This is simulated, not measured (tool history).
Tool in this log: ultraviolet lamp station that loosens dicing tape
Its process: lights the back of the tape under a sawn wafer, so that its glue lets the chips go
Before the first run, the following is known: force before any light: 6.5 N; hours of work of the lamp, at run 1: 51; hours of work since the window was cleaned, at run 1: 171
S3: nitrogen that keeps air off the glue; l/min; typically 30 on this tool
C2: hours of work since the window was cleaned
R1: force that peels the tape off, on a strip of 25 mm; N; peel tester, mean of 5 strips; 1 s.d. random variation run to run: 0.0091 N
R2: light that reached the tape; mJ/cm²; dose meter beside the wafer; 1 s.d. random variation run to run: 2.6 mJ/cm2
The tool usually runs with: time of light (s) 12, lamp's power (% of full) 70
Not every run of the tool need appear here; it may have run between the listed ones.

Run 1, hour 0.0: usual settings; hours of work of the lamp 51; C2 171. Result: R1 0.373 N, R2 325 mJ/cm².
Run 2, hour 9.1: usual settings but time of light (s) 17; hours of work of the lamp 57; C2 177. Result: R1 0.142 N, R2 464 mJ/cm².
Run 3, hour 18.5: usual settings but time of light (s) 17; hours of work of the lamp 64; C2 184. Result: R1 0.147 N, R2 467 mJ/cm².
Run 4, hour 28.8: usual settings but S3 24 l/min; hours of work of the lamp 71; C2 191. Result: R1 0.473 N, R2 327 mJ/cm².
Run 5, hour 38.2: usual settings but S3 24 l/min; hours of work of the lamp 77; C2 198. Result: R1 0.478 N, R2 333 mJ/cm².
Run 6, hour 48.2: usual settings but S3 24 l/min; hours of work of the lamp 84; C2 205. Result: R1 0.464 N, R2 327 mJ/cm².
Run 7, hour 57.8: usual settings but lamp's power (% of full) 93; hours of work of the lamp 91; C2 211. Result: R1 0.165 N, R2 433 mJ/cm².
Run 8, hour 67.9: usual settings; hours of work of the lamp 98; C2 218. Result: R1 0.381 N, R2 331 mJ/cm².
Run 9, hour 75.9: usual settings; hours of work of the lamp 104; C2 224. Result: R1 0.377 N, R2 329 mJ/cm².
Run 10, hour 81.3: usual settings but S3 35 l/min; hours of work of the lamp 107; C2 228. Result: R1 0.324 N, R2 329 mJ/cm².
Run 11, hour 87.1: usual settings but S3 35 l/min; hours of work of the lamp 111; C2 232. Result: R1 0.335 N, R2 332 mJ/cm².
Run 12, hour 95.4: usual settings but S3 35 l/min; hours of work of the lamp 117; C2 237. Result: R1 0.327 N, R2 329 mJ/cm².
Run 13, hour 101.2: usual settings; hours of work of the lamp 121; C2 241. Result: R1 0.396 N, R2 333 mJ/cm².
Run 14, hour 112.6: usual settings; hours of work of the lamp 129; C2 249. Result: R1 0.376 N, R2 327 mJ/cm².
Run 15, hour 121.8: usual settings; hours of work of the lamp 136; C2 256. Result: R1 0.383 N, R2 325 mJ/cm².
Run 16, hour 127.1: usual settings but time of light (s) 7, lamp's power (% of full) 77, S3 12 l/min; hours of work of the lamp 139; C2 259. Result: R1 1.780 N, R2 213 mJ/cm².
Run 17, hour 132.0: usual settings but time of light (s) 7, lamp's power (% of full) 77, S3 12 l/min; hours of work of the lamp 143; C2 263. Result: R1 1.735 N, R2 207 mJ/cm².
Run 18, hour 143.5: usual settings but time of light (s) 7, lamp's power (% of full) 77, S3 20 l/min; hours of work of the lamp 151; C2 271. Result: R1 1.303 N, R2 209 mJ/cm².
At hour 146.4: window cleaned of glue's vapour.
Run 19, hour 152.4: usual settings but time of light (s) 7, lamp's power (% of full) 85, S3 20 l/min; hours of work of the lamp 157; C2 4. Result: R1 1.127 N, R2 234 mJ/cm².
Run 20, hour 157.7: usual settings but time of light (s) 7, lamp's power (% of full) 85, S3 20 l/min; hours of work of the lamp 160; C2 8. Result: R1 1.102 N, R2 233 mJ/cm².
Run 21, hour 166.5: usual settings but time of light (s) 17, lamp's power (% of full) 67, S3 16 l/min; hours of work of the lamp 166; C2 14. Result: R1 0.337 N, R2 446 mJ/cm².
Run 22, hour 173.6: usual settings but time of light (s) 7, lamp's power (% of full) 86, S3 32 l/min; hours of work of the lamp 171; C2 19. Result: R1 0.774 N, R2 234 mJ/cm².
Run 23, hour 181.5: usual settings but time of light (s) 20, lamp's power (% of full) 98, S3 13 l/min; hours of work of the lamp 177; C2 24. Result: R1 0.099 N, R2 774 mJ/cm².
Run 24, hour 188.6: usual settings but time of light (s) 11, lamp's power (% of full) 95; hours of work of the lamp 182; C2 29. Result: R1 0.218 N, R2 410 mJ/cm².
Run 25, hour 198.8: usual settings but lamp's power (% of full) 100, S3 24 l/min; hours of work of the lamp 189; C2 37. Result: R1 0.178 N, R2 468 mJ/cm².
Run 26, hour 204.6: usual settings but time of light (s) 22, S3 14 l/min; hours of work of the lamp 193; C2 41. Result: R1 0.166 N, R2 600 mJ/cm².
Run 27, hour 215.3: usual settings but time of light (s) 6, lamp's power (% of full) 98, S3 33 l/min; hours of work of the lamp 200; C2 48. Result: R1 0.797 N, R2 226 mJ/cm².

Hidden state at the last listed run before each entry between runs and at the first one after, where it differs:
After run 18, before run 19: window cleaned of glue's vapour (hour 146.4)
  light that the window lets through, % of a clean one's: 99.9 -> 100
